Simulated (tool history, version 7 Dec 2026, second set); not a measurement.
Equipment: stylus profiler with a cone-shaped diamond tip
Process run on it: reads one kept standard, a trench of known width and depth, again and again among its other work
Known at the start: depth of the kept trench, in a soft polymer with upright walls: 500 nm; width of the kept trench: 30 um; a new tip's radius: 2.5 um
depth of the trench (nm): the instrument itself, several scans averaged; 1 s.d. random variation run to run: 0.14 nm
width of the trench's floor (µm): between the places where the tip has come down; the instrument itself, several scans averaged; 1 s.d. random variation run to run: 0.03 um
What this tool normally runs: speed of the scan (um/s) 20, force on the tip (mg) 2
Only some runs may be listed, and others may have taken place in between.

| run | hour | speed of the scan (um/s) | force on the tip (mg) | depth of the trench (nm) | width of the trench's floor (µm) |
|---|---|---|---|---|---|
| 1 | 0 | 20 | 2 | 507.42 | 26.84 |
| 2 | 14.7 | 15 | 2 | 507.41 | 26.92 |
| 3 | 23.1 | 15 | 2 | 507.68 | 26.98 |
| 4 | 42.3 | 20 | 2 | 507.45 | 26.91 |
| 5 | 57.1 | 29 | 2 | 507.53 | 26.8 |
| 6 | 68.9 | 29 | 2 | 507.57 | 26.85 |
| 7 | 83.8 | 29 | 2 | 507.56 | 26.86 |
| 8 | 98.6 | 29 | 2 | 507.37 | 26.79 |
| 9 | 117.5 | 66 | 2.37 | 508.38 | 26.59 |
| 10 | 133.7 | 51 | 0.82 | 503.97 | 26.57 |
| 11 | 143.1 | 55 | 5.43 | 514.41 | 26.78 |
| 12 | 162.6 | 24 | 3.58 | 510.95 | 26.89 |
| 13 | 178.1 | 6 | 3.33 | 510.69 | 27 |
| 14 | 196.5 | 11 | 0.7 | 503.65 | 26.9 |
| 15 | 206.1 | 20 | 4.22 | 512.2 | 26.94 |

Branching from run 15: 3 alternative next runs. What would each branch give?
| A | 221.3 | 6 | 0.83 | ? | ? |
| B | 221.3 | 9 | 1.05 | ? | ? |
| C | 221.3 | 73 | 1.24 | ? | ? |

| run | depth of the trench (nm) | width of the trench's floor (µm) |
|---|---|---|
| A | 504.22 | 26.94 |
| B | 504.98 | 26.92 |
| C | 505.35 | 26.46 |
Take away the tool's hidden state, keep each run's random variation, and the runs would have read:
| run | depth of the trench (nm) | width of the trench's floor (µm) |
|---|---|---|
| A | 504.22 | 26.95 |
| B | 504.97 | 26.92 |
| C | 505.34 | 26.46 |
